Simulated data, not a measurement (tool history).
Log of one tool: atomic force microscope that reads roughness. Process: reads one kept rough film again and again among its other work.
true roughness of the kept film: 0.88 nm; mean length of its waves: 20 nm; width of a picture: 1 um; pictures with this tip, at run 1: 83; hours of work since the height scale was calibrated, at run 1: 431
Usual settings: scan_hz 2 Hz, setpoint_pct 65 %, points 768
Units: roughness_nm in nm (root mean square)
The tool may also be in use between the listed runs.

run    hour  scan_hz  setpoint_pct  points  pictures with this tip  hours of work since the height scale was calibrated  roughness_nm
  1       0        2            65     768                      83                                                  431         0.711
  2    61.1        2            65     768                     150                                                  457         0.681
       79.1  -- new tip fitted
  3    97.1        2            65     286                      20                                                  472         0.721
  4   146.3        2            78     768                      74                                                  492         0.652
  5   208.3        2            65     768                     141                                                  518         0.684
      234.3  -- new tip fitted
  6   265.7        2            67     768                      34                                                  542         0.723
  7     310        2            67     768                      83                                                  561         0.693
  8   360.7        2            67     768                     138                                                  582         0.684
      385.8  -- new tip fitted
  9   392.5        2            67     768                       7                                                  595         0.745
 10   437.7     2.75            65     768                      57                                                  614         0.703
 11   494.9     2.75            65     768                     119                                                  638         0.677
 12   529.7     2.75            65     768                     157                                                  653         0.658
      536.6  -- new tip fitted
 13   584.1     1.84            65     768                      52                                                  675         0.729
 14   618.7     1.84            65     768                      90                                                  690          0.72
      686.6  -- new tip fitted
 15   687.5     1.84            65     768                       1                                                  719          0.75
 16   723.1      0.9            65     768                      39                                                  733         0.768
 17   791.3      0.9            65     768                     114                                                  762         0.734
 18   820.4        2            82     768                     146                                                  774         0.605
        838  -- new tip fitted
 19   869.8        2            82     734                      35                                                  795         0.662
 20   915.7     0.76            65     768                      85                                                  814         0.753
 21   950.9     0.76            65     768                     124                                                  829          0.73
 22   983.9     0.76            65     768                     160                                                  843         0.723
      990.2  -- new tip fitted
 23  1021.4        2            62     768                      34                                                  858         0.743
 24  1068.2      1.7            78     979                      85                                                  878         0.669
     1073.3  -- height scale calibrated on a step standard
 25  1125.7      1.7            78     979                     147                                                   22         0.631
     1143.9  -- new tip fitted
 26  1182.1     2.18            78     979                      42                                                   45          0.66
 27  1250.9     2.18            78     277                     117                                                   74         0.613
     1294.6  -- height scale calibrated on a step standard, once more
     1295.1  -- new tip fitted
 28  1299.6     1.88            78     262                       5                                                    2         0.671
 29  1335.6     1.88            75     262                      44                                                   17         0.666
 30  1376.2     0.73            65     768                      88                                                   34         0.749
 31  1424.9     0.54            59     924                     142                                                   54         0.738
     1446.5  -- new tip fitted
 32  1459.8     0.54            59     924                      14                                                   69         0.799
 33  1488.8     3.47            57     924                      46                                                   81         0.734
 34  1534.7     1.31            84     768                      96                                                  100         0.667
 35  1565.8     1.31            71     768                     130                                                  113         0.699
     1598.5  -- new tip fitted
 36  1617.4     1.31            71     768                      21                                                  135         0.751
 37  1649.5     3.55            80     768                      56                                                  148         0.574
 38  1704.3     2.43            66     400                     116                                                  171          0.67
 39  1745.6     2.43            74     924                     161                                                  189         0.611
     1751.6  -- new tip fitted
 40  1787.8     2.43            55     924                      39                                                  206         0.755
 41  1822.5     2.43            55     924                      77                                                  221         0.735
 42  1877.2        3            57     779                     137                                                  244         0.697
     1902.5  -- new tip fitted
 43    1918        3            57     779                      17                                                  261         0.748
 44    1947        2            71     577                      49                                                  273         0.708
 45  1988.6        2            71     577                      94                                                  290         0.679

4 ways to go on from here, each from the tool as it stands after run 45. What would each give?
  A  2039.6        2            80     768                     150                                                  312             ?
  B  2039.6     1.28            76     702                     150                                                  312             ?
  C  2039.6        2            71     577                     150                                                  312             ?
  D  2039.6     3.34            87     541                     150                                                  312             ?

run  roughness_nm
  A         0.617
  B         0.669
  C         0.658
  D         0.496
Without the tool's hidden state the same runs would have given:
run  roughness_nm
  A         0.684
  B         0.741
  C         0.729
  D         0.549
